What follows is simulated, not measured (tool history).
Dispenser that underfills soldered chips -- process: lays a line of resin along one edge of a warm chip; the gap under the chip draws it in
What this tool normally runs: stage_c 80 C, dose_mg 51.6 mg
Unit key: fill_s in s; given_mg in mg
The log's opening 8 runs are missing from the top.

run,hour,stage_c,dose_mg,fill_s,given_mg
# hour 52.0: new syringe of resin
9,55.3,80,62.4,140.0,60.16
# hour 60.0: new syringe of resin
10,64.4,80,62.4,142.9,59.04
# hour 68.0: new syringe of resin
11,72.7,80,62.4,147.3,59.03
# hour 76.1: new syringe of resin
12,82.9,80,62.4,156.9,58.60
# hour 84.0: new syringe of resin
# hour 92.4: new syringe of resin
13,92.9,80,51.6,132.9,48.02
# hour 100.9: new syringe of resin
14,101.9,80,51.6,136.0,47.73
# hour 108.6: new syringe of resin
15,110.7,80,51.6,139.1,47.57
# hour 116.7: new syringe of resin
16,116.7,80,51.6,127.8,47.55
17,122.1,80,51.6,152.8,47.00
# hour 124.8: new syringe of resin
18,130.5,80,51.6,156.7,47.02
# hour 132.9: new syringe of resin
19,139.0,80,51.6,158.4,46.25
# hour 140.8: new syringe of resin
# hour 149.0: new syringe of resin
20,149.8,80,51.6,134.3,46.16
21,154.6,88,64.7,119.3,57.45
# hour 156.9: new syringe of resin
# hour 164.6: new syringe of resin
22,165.3,67,57.8,193.8,50.80
# hour 172.3: new syringe of resin
23,174.1,87,49.7,114.3,43.58
24,178.5,73,51.8,202.2,45.01
# hour 180.2: new syringe of resin
# hour 188.3: new syringe of resin
25,188.6,87,46.8,116.3,40.34
26,195.2,87,46.8,143.9,40.32
# hour 196.8: new syringe of resin
# hour 200.8: dispensing valve cleaned and set on the balance
# hour 205.5: new syringe of resin
27,207.0,71,46.1,180.9,45.93
# hour 213.6: new syringe of resin
28,213.6,71,46.1,175.5,45.80
29,219.3,71,46.1,207.4,45.73
# hour 221.7: new syringe of resin
# hour 229.9: new syringe of resin
30,229.9,71,46.1,173.6,45.25
# hour 237.7: new syringe of resin
31,239.1,87,66.6,107.5,65.13
32,243.6,87,66.6,126.4,64.80

Predict the results of run 33:
# hour 246.2: new syringe of resin
33,252.7,71,54.5,?,?

{"run 33": {"fill_s": 212.0, "given_mg": 52.65}}
With no hidden state in the tool, this same run would have given fill_s 159.2 s, given_mg 54.45 mg.

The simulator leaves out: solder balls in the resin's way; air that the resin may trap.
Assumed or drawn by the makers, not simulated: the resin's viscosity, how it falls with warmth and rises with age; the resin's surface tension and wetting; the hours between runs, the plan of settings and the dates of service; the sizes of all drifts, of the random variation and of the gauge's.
